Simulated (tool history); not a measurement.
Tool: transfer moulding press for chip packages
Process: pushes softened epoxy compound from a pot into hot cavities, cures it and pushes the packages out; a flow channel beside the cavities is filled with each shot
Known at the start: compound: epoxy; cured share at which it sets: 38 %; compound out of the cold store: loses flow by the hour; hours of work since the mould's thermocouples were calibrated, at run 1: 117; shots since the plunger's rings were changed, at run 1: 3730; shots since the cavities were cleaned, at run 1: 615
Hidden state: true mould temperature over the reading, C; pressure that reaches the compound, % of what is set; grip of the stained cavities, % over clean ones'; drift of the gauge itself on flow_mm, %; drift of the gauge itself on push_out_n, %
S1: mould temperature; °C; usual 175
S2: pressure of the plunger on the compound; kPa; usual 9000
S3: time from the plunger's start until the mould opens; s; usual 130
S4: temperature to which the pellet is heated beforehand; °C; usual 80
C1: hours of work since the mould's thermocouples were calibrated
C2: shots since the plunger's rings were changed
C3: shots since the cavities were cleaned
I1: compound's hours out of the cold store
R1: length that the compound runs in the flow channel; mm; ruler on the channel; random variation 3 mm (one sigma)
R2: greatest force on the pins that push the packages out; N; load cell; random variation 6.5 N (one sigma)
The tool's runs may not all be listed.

| run | day | S1 | S2 | S3 | S4 | C1 | C2 | C3 | I1 | R1 | R2 |
|---|---|---|---|---|---|---|---|---|---|---|---|
| 1 | 0.000 | 175 | 9000 | 130 | 80 | 117 | 3730 | 615 | 46.5 | 722 | 256 |
| 2 | 0.308 | 175 | 9000 | 130 | 80 | 120 | 3777 | 662 | 21.4 | 851 | 259 |
| 3 | 0.746 | 175 | 9000 | 130 | 80 | 125 | 3844 | 729 | 15.6 | 878 | 259 |
| 4 | 1.254 | 175 | 9000 | 130 | 80 | 131 | 3922 | 807 | 45.8 | 724 | 255 |
| 5 | 1.567 | 175 | 9000 | 130 | 80 | 134 | 3970 | 855 | 21.6 | 841 | 261 |
|  | 1.883 | cavities cleaned with cleaning compound and waxed |
| 6 | 2.046 | 175 | 9000 | 130 | 80 | 138 | 4034 | 24 | 36.4 | 767 | 246 |
| 7 | 2.350 | 175 | 9000 | 130 | 80 | 142 | 4081 | 71 | 26.8 | 816 | 258 |
| 8 | 2.700 | 175 | 8120 | 130 | 80 | 146 | 4135 | 125 | 39.7 | 719 | 262 |
| 9 | 3.358 | 175 | 8120 | 130 | 80 | 153 | 4236 | 226 | 35.3 | 739 | 253 |
| 10 | 3.975 | 175 | 9000 | 130 | 80 | 159 | 4331 | 321 | 47.5 | 717 | 252 |
| 11 | 4.642 | 175 | 9000 | 130 | 86 | 167 | 4433 | 423 | 28.2 | 810 | 248 |
| 12 | 5.075 | 177 | 9000 | 130 | 80 | 171 | 4500 | 490 | 31.5 | 785 | 252 |
| 13 | 5.746 | 176 | 9000 | 130 | 80 | 179 | 4603 | 593 | 30.6 | 793 | 259 |
| 14 | 6.108 | 176 | 9000 | 130 | 80 | 183 | 4658 | 648 | 32.1 | 786 | 237 |
| 15 | 6.529 | 176 | 7050 | 130 | 80 | 187 | 4723 | 713 | 26.3 | 724 | 250 |
| 16 | 6.850 | 176 | 7050 | 130 | 75 | 191 | 4773 | 763 | 31.5 | 704 | 252 |
| 17 | 7.258 | 175 | 9410 | 130 | 80 | 195 | 4836 | 826 | 27.9 | 827 | 253 |
|  | 7.658 | plunger's sealing rings changed |
|  | 7.900 | cavities cleaned with cleaning compound and waxed |
| 18 | 8.000 | 175 | 9410 | 130 | 80 | 201 | 43 | 16 | 42.6 | 759 | 253 |
| 19 | 8.471 | 175 | 9410 | 130 | 80 | 206 | 115 | 88 | 10.7 | 923 | 258 |
| 20 | 8.904 | 175 | 7370 | 152 | 83 | 211 | 182 | 155 | 35.6 | 701 | 233 |
| 21 | 9.517 | 177 | 7780 | 156 | 75 | 218 | 276 | 249 | 41.2 | 697 | 228 |
| 22 | 9.838 | 175 | 9000 | 123 | 75 | 221 | 325 | 298 | 9.2 | 912 | 292 |
| 23 | 10.279 | 175 | 9000 | 123 | 75 | 226 | 393 | 366 | 37.0 | 775 | 278 |
| 24 | 10.592 | 181 | 10290 | 121 | 80 | 229 | 441 | 414 | 28.5 | 856 | 246 |
| 25 | 11.292 | 173 | 10100 | 151 | 79 | 237 | 548 | 521 | 27.0 | 862 | 244 |
| 26 | 11.688 | 173 | 10100 | 151 | 79 | 241 | 609 | 582 | 46.3 | 767 | 245 |
| 27 | 12.154 | 181 | 9140 | 158 | 89 | 246 | 681 | 654 | 24.4 | 819 | 234 |

How the hidden state differs across the entries between the runs, from the last listed run before each to the first after it:
Between runs 5 and 6: cavities cleaned with cleaning compound and waxed (day 1.883)
  grip of the stained cavities, % over clean ones': 1.1 -> 0.1
Between runs 17 and 18: plunger's sealing rings changed (day 7.658); cavities cleaned with cleaning compound and waxed (day 7.900)
  pressure that reaches the compound, % of what is set: 99.73 -> 100; grip of the stained cavities, % over clean ones': 1.1 -> 0.1
